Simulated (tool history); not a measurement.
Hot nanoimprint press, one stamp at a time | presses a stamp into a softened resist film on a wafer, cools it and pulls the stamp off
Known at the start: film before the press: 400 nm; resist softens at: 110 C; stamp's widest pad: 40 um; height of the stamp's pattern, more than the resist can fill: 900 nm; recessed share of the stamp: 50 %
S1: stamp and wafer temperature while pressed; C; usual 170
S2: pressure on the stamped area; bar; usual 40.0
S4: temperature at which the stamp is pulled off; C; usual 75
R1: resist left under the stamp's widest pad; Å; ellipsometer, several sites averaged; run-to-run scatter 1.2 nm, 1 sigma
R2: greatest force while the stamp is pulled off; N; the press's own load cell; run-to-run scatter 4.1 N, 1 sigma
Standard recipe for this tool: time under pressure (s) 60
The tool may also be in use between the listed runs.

run 1 day=0.000 | S1=170 S2=40.0 time_under_pressure_(s)=60 S4=75 | R1=1949 R2=217
run 2 day=0.304 | S1=170 S2=40.0 time_under_pressure_(s)=60 S4=75 | R1=1941 R2=215
run 3 day=0.867 | S1=170 S2=40.0 time_under_pressure_(s)=60 S4=75 | R1=1917 R2=207
run 4 day=1.129 | S1=170 S2=40.0 time_under_pressure_(s)=60 S4=75 | R1=1932 R2=218
run 5 day=1.642 | S1=170 S2=40.0 time_under_pressure_(s)=60 S4=75 | R1=1938 R2=221
run 6 day=2.208 | S1=170 S2=40.0 time_under_pressure_(s)=60 S4=75 | R1=1946 R2=214
run 7 day=2.671 | S1=170 S2=40.0 time_under_pressure_(s)=91 S4=75 | R1=1675 R2=217
run 8 day=3.075 | S1=170 S2=40.0 time_under_pressure_(s)=91 S4=75 | R1=1671 R2=224
run 9 day=3.471 | S1=170 S2=40.0 time_under_pressure_(s)=91 S4=75 | R1=1687 R2=221
run 10 day=3.892 | S1=170 S2=24.8 time_under_pressure_(s)=60 S4=74 | R1=2445 R2=212
run 11 day=4.250 | S1=170 S2=24.8 time_under_pressure_(s)=60 S4=74 | R1=2434 R2=220
run 12 day=4.558 | S1=175 S2=63.6 time_under_pressure_(s)=61 S4=75 | R1=1247 R2=219
run 13 day=4.821 | S1=175 S2=63.6 time_under_pressure_(s)=61 S4=75 | R1=1246 R2=209
run 14 day=5.067 | S1=170 S2=40.0 time_under_pressure_(s)=60 S4=72 | R1=1952 R2=234
run 15 day=5.429 | S1=170 S2=27.2 time_under_pressure_(s)=60 S4=75 | R1=2346 R2=216
run 16 day=5.738 | S1=170 S2=40.0 time_under_pressure_(s)=43 S4=81 | R1=2157 R2=182

Each run again, without the hidden state but with its own random variation kept:
The hidden state here: true temperature over the reading, C; pressure that arrives at the usual setting, %; grip of the stamp's worn release coat, % over a new coat's; drift of the gauge itself on residual_nm, %; drift of the gauge itself on pull_off_n, %.
run=1 R1=1921 R2=205
run=2 R1=1912 R2=202
run=3 R1=1887 R2=194
run=4 R1=1901 R2=204
run=5 R1=1906 R2=206
run=6 R1=1912 R2=199
run=7 R1=1642 R2=201
run=8 R1=1638 R2=208
run=9 R1=1652 R2=205
run=10 R1=2411 R2=195
run=11 R1=2399 R2=203
run=12 R1=1210 R2=201
run=13 R1=1208 R2=192
run=14 R1=1910 R2=214
run=15 R1=2306 R2=198
run=16 R1=2111 R2=166
